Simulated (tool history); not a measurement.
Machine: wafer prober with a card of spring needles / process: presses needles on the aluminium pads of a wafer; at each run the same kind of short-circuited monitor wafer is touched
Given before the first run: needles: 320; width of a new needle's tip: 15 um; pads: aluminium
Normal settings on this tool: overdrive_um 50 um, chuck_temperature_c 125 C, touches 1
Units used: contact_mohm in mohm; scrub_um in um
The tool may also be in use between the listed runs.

{"run": 1, "hour": 0.0, "overdrive_um": 50, "chuck_temperature_c": 125, "touches": 1, "contact_mohm": 174, "scrub_um": 7.62}
{"run": 2, "hour": 8.8, "overdrive_um": 50, "chuck_temperature_c": 125, "touches": 1, "contact_mohm": 174, "scrub_um": 7.62}
{"run": 3, "hour": 14.3, "overdrive_um": 50, "chuck_temperature_c": 104, "touches": 1, "contact_mohm": 169, "scrub_um": 7.61}
{"hour": 19.2, "done": "tips cleaned on abrasive film"}
{"run": 4, "hour": 19.2, "overdrive_um": 50, "chuck_temperature_c": 125, "touches": 1, "contact_mohm": 172, "scrub_um": 7.6}
{"run": 5, "hour": 24.8, "overdrive_um": 50, "chuck_temperature_c": 125, "touches": 1, "contact_mohm": 175, "scrub_um": 7.6}
{"run": 6, "hour": 35.9, "overdrive_um": 50, "chuck_temperature_c": 125, "touches": 1, "contact_mohm": 174, "scrub_um": 7.62}
{"hour": 38.5, "done": "tips cleaned on abrasive film"}
{"run": 7, "hour": 42.6, "overdrive_um": 30, "chuck_temperature_c": 125, "touches": 1, "contact_mohm": 188, "scrub_um": 4.56}
{"run": 8, "hour": 51.7, "overdrive_um": 50, "chuck_temperature_c": 44, "touches": 1, "contact_mohm": 160, "scrub_um": 7.61}
{"hour": 57.8, "done": "tips cleaned on abrasive film"}
{"run": 9, "hour": 59.5, "overdrive_um": 41, "chuck_temperature_c": 44, "touches": 1, "contact_mohm": 161, "scrub_um": 6.24}
{"run": 10, "hour": 65.9, "overdrive_um": 41, "chuck_temperature_c": 44, "touches": 1, "contact_mohm": 164, "scrub_um": 6.23}
{"run": 11, "hour": 73.3, "overdrive_um": 48, "chuck_temperature_c": 44, "touches": 1, "contact_mohm": 157, "scrub_um": 7.24}
{"hour": 77.7, "done": "tips cleaned on abrasive film"}
{"run": 12, "hour": 82.3, "overdrive_um": 48, "chuck_temperature_c": 44, "touches": 1, "contact_mohm": 159, "scrub_um": 7.29}
{"run": 13, "hour": 89.4, "overdrive_um": 50, "chuck_temperature_c": 125, "touches": 1, "contact_mohm": 172, "scrub_um": 7.61}
{"hour": 97.2, "done": "tips cleaned on abrasive film"}
{"run": 14, "hour": 98.1, "overdrive_um": 50, "chuck_temperature_c": 125, "touches": 1, "contact_mohm": 174, "scrub_um": 7.58}
{"run": 15, "hour": 105.0, "overdrive_um": 41, "chuck_temperature_c": 125, "touches": 1, "contact_mohm": 181, "scrub_um": 6.22}
{"run": 16, "hour": 112.6, "overdrive_um": 41, "chuck_temperature_c": 125, "touches": 1, "contact_mohm": 182, "scrub_um": 6.22}
{"hour": 117.2, "done": "tips cleaned on abrasive film"}
{"run": 17, "hour": 121.3, "overdrive_um": 41, "chuck_temperature_c": 94, "touches": 2, "contact_mohm": 173, "scrub_um": 6.18}
{"run": 18, "hour": 126.4, "overdrive_um": 66, "chuck_temperature_c": 125, "touches": 3, "contact_mohm": 168, "scrub_um": 10.03}
{"run": 19, "hour": 134.5, "overdrive_um": 42, "chuck_temperature_c": 125, "touches": 2, "contact_mohm": 178, "scrub_um": 6.38}
{"hour": 136.7, "done": "tips cleaned on abrasive film"}
{"run": 20, "hour": 145.1, "overdrive_um": 39, "chuck_temperature_c": 125, "touches": 1, "contact_mohm": 179, "scrub_um": 5.92}
{"run": 21, "hour": 155.4, "overdrive_um": 39, "chuck_temperature_c": 125, "touches": 3, "contact_mohm": 182, "scrub_um": 5.92}
{"hour": 156.3, "done": "tips cleaned on abrasive film"}
{"run": 22, "hour": 161.8, "overdrive_um": 50, "chuck_temperature_c": 125, "touches": 1, "contact_mohm": 170, "scrub_um": 7.61}
{"run": 23, "hour": 170.0, "overdrive_um": 46, "chuck_temperature_c": 27, "touches": 1, "contact_mohm": 155, "scrub_um": 6.98}
{"hour": 175.8, "done": "tips cleaned on abrasive film"}
{"run": 24, "hour": 179.6, "overdrive_um": 46, "chuck_temperature_c": 27, "touches": 1, "contact_mohm": 157, "scrub_um": 7.02}
{"run": 25, "hour": 188.5, "overdrive_um": 32, "chuck_temperature_c": 117, "touches": 1, "contact_mohm": 188, "scrub_um": 4.83}
{"hour": 195.3, "done": "tips cleaned on abrasive film"}
{"run": 26, "hour": 195.3, "overdrive_um": 38, "chuck_temperature_c": 125, "touches": 1, "contact_mohm": 184, "scrub_um": 5.79}
{"run": 27, "hour": 200.0, "overdrive_um": 50, "chuck_temperature_c": 125, "touches": 3, "contact_mohm": 172, "scrub_um": 7.6}
{"run": 28, "hour": 205.8, "overdrive_um": 50, "chuck_temperature_c": 125, "touches": 3, "contact_mohm": 172, "scrub_um": 7.6}

What will run 29 give?
{"run": 29, "hour": 211.3, "overdrive_um": 45, "chuck_temperature_c": 26, "touches": 2, "contact_mohm": "?", "scrub_um": "?"}

Run 29 produced contact_mohm 158 mohm, scrub_um 6.85 um.
Minus the tool's unlogged condition, the same run would have read contact_mohm 157 mohm, scrub_um 6.85 um.

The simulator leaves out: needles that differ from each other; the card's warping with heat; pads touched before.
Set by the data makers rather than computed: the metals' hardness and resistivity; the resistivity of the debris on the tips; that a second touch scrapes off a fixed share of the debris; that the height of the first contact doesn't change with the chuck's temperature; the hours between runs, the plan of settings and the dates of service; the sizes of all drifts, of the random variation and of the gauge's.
